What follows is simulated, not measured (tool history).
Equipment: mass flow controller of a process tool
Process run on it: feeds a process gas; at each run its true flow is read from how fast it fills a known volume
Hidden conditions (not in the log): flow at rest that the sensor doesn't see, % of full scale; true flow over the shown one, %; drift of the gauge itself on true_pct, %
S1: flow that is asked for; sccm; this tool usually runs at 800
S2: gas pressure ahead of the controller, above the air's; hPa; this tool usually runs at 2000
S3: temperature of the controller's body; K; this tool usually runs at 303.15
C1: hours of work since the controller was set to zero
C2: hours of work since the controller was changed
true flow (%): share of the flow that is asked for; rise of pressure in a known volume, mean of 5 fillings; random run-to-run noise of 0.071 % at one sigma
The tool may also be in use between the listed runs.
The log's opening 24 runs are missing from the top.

Run 25, hour 7784.9: usual settings but S3 305.15 K; C1 2213; C2 2213. Result: true flow (%) 100.12.
Run 26, hour 8242.9: usual settings but S1 336 sccm, S2 2520 hPa; C1 2490; C2 2490. Result: true flow (%) 98.62.
Run 27, hour 8480.3: usual settings but S1 336 sccm, S2 2520 hPa; C1 2633; C2 2633. Result: true flow (%) 98.60.
Run 28, hour 8815.4: usual settings but S1 336 sccm, S2 2520 hPa; C1 2835; C2 2835. Result: true flow (%) 98.59.
Run 29, hour 9206.1: usual settings but S1 336 sccm, S2 2520 hPa; C1 3071; C2 3071. Result: true flow (%) 98.68.
Run 30, hour 9623.1: usual settings but S1 815 sccm, S3 310.15 K; C1 3323; C2 3323. Result: true flow (%) 100.52.
Run 31, hour 10070.6: usual settings but S1 261 sccm, S3 309.15 K; C1 3594; C2 3594. Result: true flow (%) 98.38.
Run 32, hour 10369.1: usual settings but S2 2770 hPa, S3 301.15 K; C1 3774; C2 3774. Result: true flow (%) 100.23.
Run 33, hour 10656.0: usual settings but S1 408 sccm, S2 1650 hPa, S3 293.15 K; C1 3947; C2 3947. Result: true flow (%) 97.96.
Run 34, hour 10965.3: usual settings but S1 134 sccm; C1 4134; C2 4134. Result: true flow (%) 96.83.
Run 35, hour 11211.5: usual settings but S1 201 sccm, S2 2500 hPa, S3 311.15 K; C1 4283; C2 4283. Result: true flow (%) 98.25.
Run 36, hour 11619.1: usual settings but S1 394 sccm, S2 1510 hPa, S3 297.15 K; C1 4529; C2 4529. Result: true flow (%) 98.09.
Run 37, hour 12021.4: usual settings but S2 2510 hPa, S3 296.15 K; C1 4772; C2 4772. Result: true flow (%) 100.09.
Run 38, hour 12437.3: usual settings but S1 262 sccm, S2 2510 hPa, S3 295.15 K; C1 5023; C2 5023. Result: true flow (%) 97.83.
Run 39, hour 12825.6: usual settings but S1 174 sccm, S2 2080 hPa, S3 297.15 K; C1 5258; C2 5258. Result: true flow (%) 96.84.
Run 40, hour 13150.6: usual settings but S1 336 sccm, S2 1600 hPa; C1 5454; C2 5454. Result: true flow (%) 98.20.
Run 41, hour 13455.3: usual settings but S1 305 sccm, S2 2180 hPa, S3 302.15 K; C1 5638; C2 5638. Result: true flow (%) 98.27.
Run 42, hour 13817.8: usual settings but S1 756 sccm; C1 5857; C2 5857. Result: true flow (%) 100.06.
Run 43, hour 14103.1: usual settings but S1 756 sccm, S2 2550 hPa; C1 6030; C2 6030. Result: true flow (%) 100.48.
Run 44, hour 14558.2: usual settings but S1 756 sccm, S2 2550 hPa; C1 6304; C2 6304. Result: true flow (%) 100.49.
Run 45, hour 14992.1: usual settings but S1 756 sccm, S2 2550 hPa; C1 6567; C2 6567. Result: true flow (%) 100.58.
Run 46, hour 15213.1: usual settings but S1 178 sccm, S3 297.15 K; C1 6700; C2 6700. Result: true flow (%) 96.62.
Run 47, hour 15615.6: usual settings but S1 178 sccm, S3 297.15 K; C1 6943; C2 6943. Result: true flow (%) 96.70.

What if the next run were any one of these 3? Each begins from the tool's condition after run 47:
At hour 15853.6: controller exchanged for a calibrated one.
Run A, hour 16057.5: usual settings but S1 944 sccm, S2 1770 hPa, S3 297.15 K; C1 123; C2 123. Result: true flow (%) ?.
At hour 15853.6: controller exchanged for a calibrated one.
Run B, hour 16057.5: usual settings but S1 178 sccm, S2 1750 hPa, S3 298.15 K; C1 123; C2 123. Result: true flow (%) ?.
At hour 15853.6: controller exchanged for a calibrated one.
Run C, hour 16057.5: usual settings but S1 979 sccm, S2 1530 hPa, S3 301.15 K; C1 123; C2 123. Result: true flow (%) ?.

run  true flow (%)
  A          99.39
  B          97.12
  C          99.73
The same runs, with their run-to-run variation unchanged, on a tool lacking any hidden condition would have given:
run  true flow (%)
  A          99.54
  B          97.55
  C          99.88
